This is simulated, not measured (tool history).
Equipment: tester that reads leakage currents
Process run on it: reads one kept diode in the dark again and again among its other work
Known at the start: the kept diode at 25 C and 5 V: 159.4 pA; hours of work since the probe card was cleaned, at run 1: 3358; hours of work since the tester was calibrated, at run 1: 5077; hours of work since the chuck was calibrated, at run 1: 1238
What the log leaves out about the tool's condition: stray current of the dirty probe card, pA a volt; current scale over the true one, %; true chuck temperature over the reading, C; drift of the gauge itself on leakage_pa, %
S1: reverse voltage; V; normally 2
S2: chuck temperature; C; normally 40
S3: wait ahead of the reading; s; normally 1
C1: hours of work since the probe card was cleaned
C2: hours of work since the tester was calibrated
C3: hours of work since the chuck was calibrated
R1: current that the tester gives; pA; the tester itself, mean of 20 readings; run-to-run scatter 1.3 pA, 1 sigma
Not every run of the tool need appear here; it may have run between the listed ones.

| run | hour | S1 | S2 | S3 | C1 | C2 | C3 | R1 |
|---|---|---|---|---|---|---|---|---|
| 1 | 0 | 2 | 40 | 1 | 3358 | 5077 | 1238 | 413.28 |
| 2 | 157 | 2 | 40 | 1 | 3475 | 5194 | 1354 | 418.24 |
|  | 272.7 | probe card cleaned and baked |
| 3 | 277.3 | 2 | 34 | 1 | 3 | 5281 | 1442 | 256.66 |
| 4 | 441.7 | 2 | 34 | 1 | 126 | 5404 | 1564 | 257.2 |
|  | 604.4 | tester calibrated |
| 5 | 635.1 | 3.11 | 40 | 1 | 268 | 23 | 1707 | 477.81 |
| 6 | 729.4 | 2 | 40 | 2.58 | 339 | 93 | 1777 | 416.79 |
| 7 | 922.2 | 2 | 43 | 1 | 482 | 237 | 1921 | 525.92 |
| 8 | 1018.8 | 2 | 43 | 1 | 554 | 309 | 1993 | 525.01 |
| 9 | 1128.9 | 2 | 43 | 1 | 636 | 391 | 2075 | 527.47 |
| 10 | 1312.2 | 2.41 | 40 | 1 | 773 | 527 | 2211 | 441.95 |
|  | 1410 | chuck's temperature calibrated |
| 11 | 1509.5 | 2.41 | 40 | 1 | 918 | 673 | 74 | 439.58 |
| 12 | 1630 | 2.41 | 40 | 1 | 1008 | 763 | 164 | 440.54 |
| 13 | 1802.6 | 9.64 | 56 | 1.15 | 1137 | 891 | 292 | 2264.87 |
| 14 | 1985.5 | 2.75 | 39 | 0.69 | 1273 | 1027 | 429 | 425.86 |
| 15 | 2132.7 | 2.75 | 39 | 0.69 | 1383 | 1137 | 538 | 426 |
| 16 | 2252.7 | 2.75 | 39 | 0.69 | 1472 | 1226 | 628 | 423.6 |
| 17 | 2395.9 | 2.75 | 39 | 0.69 | 1579 | 1333 | 734 | 425.91 |
| 18 | 2535 | 1.54 | 36 | 0.76 | 1682 | 1437 | 838 | 279.21 |
| 19 | 2702.7 | 4.06 | 46 | 1 | 1807 | 1562 | 963 | 826.51 |
| 20 | 2884.2 | 1.67 | 40 | 1 | 1942 | 1697 | 1098 | 391.82 |
| 21 | 2990.8 | 3.07 | 34 | 0.56 | 2022 | 1776 | 1178 | 293.79 |
| 22 | 3109.1 | 3.07 | 34 | 0.56 | 2110 | 1864 | 1266 | 294.21 |

Hidden state at the last listed run before each entry between runs and at the first one after, where it differs:
After run 2, before run 3: probe card cleaned and baked (hour 272.7)
  stray current of the dirty probe card, pA a volt: 0.025 -> 0.02
After run 4, before run 5: tester calibrated (hour 604.4)
  current scale over the true one, %: -0.01 -> 0; true chuck temperature over the reading, C: -0.01 -> -0.02
After run 10, before run 11: chuck's temperature calibrated (hour 1410)
  true chuck temperature over the reading, C: -0.02 -> 0
